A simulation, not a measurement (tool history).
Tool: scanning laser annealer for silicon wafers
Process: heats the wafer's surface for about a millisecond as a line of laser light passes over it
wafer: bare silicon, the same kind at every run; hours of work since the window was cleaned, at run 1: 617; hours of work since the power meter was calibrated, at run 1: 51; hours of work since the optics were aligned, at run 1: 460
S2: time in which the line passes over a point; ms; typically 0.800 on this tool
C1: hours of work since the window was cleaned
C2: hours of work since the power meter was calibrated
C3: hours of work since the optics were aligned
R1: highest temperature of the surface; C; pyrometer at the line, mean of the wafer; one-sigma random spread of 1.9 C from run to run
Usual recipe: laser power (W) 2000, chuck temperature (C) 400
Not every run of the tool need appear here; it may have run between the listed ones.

run 1 day=0.000 | laser_power_(W)=2000 S2=0.800 chuck_temperature_(C)=400 | C1=617 C2=51 C3=460 | R1=1106
run 2 day=1.562 | laser_power_(W)=2000 S2=0.800 chuck_temperature_(C)=365 | C1=633 C2=67 C3=476 | R1=1070
run 3 day=2.483 | laser_power_(W)=2000 S2=0.904 chuck_temperature_(C)=400 | C1=642 C2=77 C3=486 | R1=1151
run 4 day=4.129 | laser_power_(W)=2000 S2=0.904 chuck_temperature_(C)=400 | C1=659 C2=93 C3=503 | R1=1150
run 5 day=5.142 | laser_power_(W)=2000 S2=0.904 chuck_temperature_(C)=400 | C1=670 C2=104 C3=513 | R1=1151
run 6 day=6.183 | laser_power_(W)=2000 S2=0.904 chuck_temperature_(C)=400 | C1=681 C2=115 C3=524 | R1=1148
run 7 day=7.867 | laser_power_(W)=2000 S2=0.904 chuck_temperature_(C)=400 | C1=698 C2=132 C3=541 | R1=1141
run 8 day=9.117 | laser_power_(W)=2000 S2=0.904 chuck_temperature_(C)=400 | C1=711 C2=145 C3=554 | R1=1145
run 9 day=10.896 | laser_power_(W)=2000 S2=0.941 chuck_temperature_(C)=400 | C1=729 C2=163 C3=572 | R1=1156
run 10 day=12.362 | laser_power_(W)=2000 S2=0.941 chuck_temperature_(C)=400 | C1=744 C2=178 C3=587 | R1=1156
run 11 day=13.842 | laser_power_(W)=2000 S2=0.800 chuck_temperature_(C)=400 | C1=759 C2=193 C3=602 | R1=1102
run 12 day=15.246 | laser_power_(W)=2000 S2=0.800 chuck_temperature_(C)=400 | C1=774 C2=208 C3=617 | R1=1098
run 13 day=17.104 | laser_power_(W)=2000 S2=0.800 chuck_temperature_(C)=374 | C1=793 C2=227 C3=636 | R1=1068
-- day=17.333 window over the wafer cleaned
run 14 day=18.288 | laser_power_(W)=2000 S2=0.800 chuck_temperature_(C)=363 | C1=10 C2=238 C3=647 | R1=1035
run 15 day=19.850 | laser_power_(W)=2000 S2=0.800 chuck_temperature_(C)=363 | C1=26 C2=254 C3=663 | R1=1039
run 16 day=21.671 | laser_power_(W)=2000 S2=0.800 chuck_temperature_(C)=437 | C1=45 C2=273 C3=682 | R1=1113
run 17 day=23.225 | laser_power_(W)=2000 S2=0.800 chuck_temperature_(C)=437 | C1=61 C2=289 C3=698 | R1=1112
-- day=24.654 window over the wafer cleaned, once more
run 18 day=24.954 | laser_power_(W)=2000 S2=0.800 chuck_temperature_(C)=408 | C1=3 C2=306 C3=715 | R1=1152
run 19 day=26.121 | laser_power_(W)=2000 S2=0.965 chuck_temperature_(C)=408 | C1=15 C2=318 C3=727 | R1=1223
run 20 day=27.525 | laser_power_(W)=2000 S2=0.965 chuck_temperature_(C)=408 | C1=30 C2=333 C3=742 | R1=1222
run 21 day=28.346 | laser_power_(W)=2000 S2=0.965 chuck_temperature_(C)=385 | C1=38 C2=341 C3=750 | R1=1196
run 22 day=29.521 | laser_power_(W)=1876 S2=0.838 chuck_temperature_(C)=400 | C1=50 C2=353 C3=762 | R1=1112
run 23 day=30.983 | laser_power_(W)=2043 S2=0.693 chuck_temperature_(C)=394 | C1=65 C2=368 C3=777 | R1=1100
-- day=31.579 optics aligned, line set to its width
run 24 day=32.029 | laser_power_(W)=2043 S2=0.693 chuck_temperature_(C)=394 | C1=74 C2=377 C3=5 | R1=1104
run 25 day=33.704 | laser_power_(W)=2000 S2=0.800 chuck_temperature_(C)=396 | C1=91 C2=394 C3=22 | R1=1141
run 26 day=35.200 | laser_power_(W)=2000 S2=0.800 chuck_temperature_(C)=396 | C1=106 C2=409 C3=37 | R1=1141
run 27 day=36.054 | laser_power_(W)=2000 S2=0.800 chuck_temperature_(C)=396 | C1=115 C2=418 C3=46 | R1=1142
run 28 day=37.783 | laser_power_(W)=2000 S2=0.982 chuck_temperature_(C)=438 | C1=133 C2=436 C3=64 | R1=1257
run 29 day=39.292 | laser_power_(W)=1707 S2=0.788 chuck_temperature_(C)=370 | C1=148 C2=451 C3=79 | R1=997
run 30 day=40.338 | laser_power_(W)=1707 S2=0.788 chuck_temperature_(C)=370 | C1=159 C2=462 C3=90 | R1=995
run 31 day=41.700 | laser_power_(W)=1999 S2=0.800 chuck_temperature_(C)=400 | C1=173 C2=476 C3=104 | R1=1139
run 32 day=42.696 | laser_power_(W)=1749 S2=0.836 chuck_temperature_(C)=361 | C1=183 C2=487 C3=114 | R1=1017
run 33 day=43.742 | laser_power_(W)=1749 S2=0.836 chuck_temperature_(C)=361 | C1=194 C2=497 C3=125 | R1=1015
run 34 day=44.958 | laser_power_(W)=1749 S2=0.836 chuck_temperature_(C)=361 | C1=207 C2=510 C3=138 | R1=1021
run 35 day=46.629 | laser_power_(W)=1965 S2=0.836 chuck_temperature_(C)=422 | C1=224 C2=527 C3=155 | R1=1161
run 36 day=47.579 | laser_power_(W)=1965 S2=0.836 chuck_temperature_(C)=422 | C1=234 C2=537 C3=165 | R1=1161
run 37 day=48.567 | laser_power_(W)=1909 S2=0.722 chuck_temperature_(C)=400 | C1=244 C2=547 C3=175 | R1=1066
run 38 day=50.050 | laser_power_(W)=1950 S2=0.563 chuck_temperature_(C)=400 | C1=259 C2=562 C3=190 | R1=1004
run 39 day=51.729 | laser_power_(W)=2000 S2=0.831 chuck_temperature_(C)=400 | C1=276 C2=579 C3=207 | R1=1149
run 40 day=53.321 | laser_power_(W)=2000 S2=0.686 chuck_temperature_(C)=384 | C1=293 C2=596 C3=224 | R1=1068
run 41 day=54.162 | laser_power_(W)=1763 S2=0.963 chuck_temperature_(C)=432 | C1=301 C2=605 C3=232 | R1=1136

Forecast each of these 3 alternatives for the next run:
run A day=55.908 | laser_power_(W)=1874 S2=0.800 chuck_temperature_(C)=400 | C1=319 C2=622 C3=250 | R1=?
run B day=55.908 | laser_power_(W)=1715 S2=0.572 chuck_temperature_(C)=433 | C1=319 C2=622 C3=250 | R1=?
run C day=55.908 | laser_power_(W)=2092 S2=0.992 chuck_temperature_(C)=438 | C1=319 C2=622 C3=250 | R1=?

run=A R1=1083
run=B R1=963
run=C R1=1289
Had the tool no hidden state, the same runs would have come out as:
run=A R1=1099
run=B R1=976
run=C R1=1310

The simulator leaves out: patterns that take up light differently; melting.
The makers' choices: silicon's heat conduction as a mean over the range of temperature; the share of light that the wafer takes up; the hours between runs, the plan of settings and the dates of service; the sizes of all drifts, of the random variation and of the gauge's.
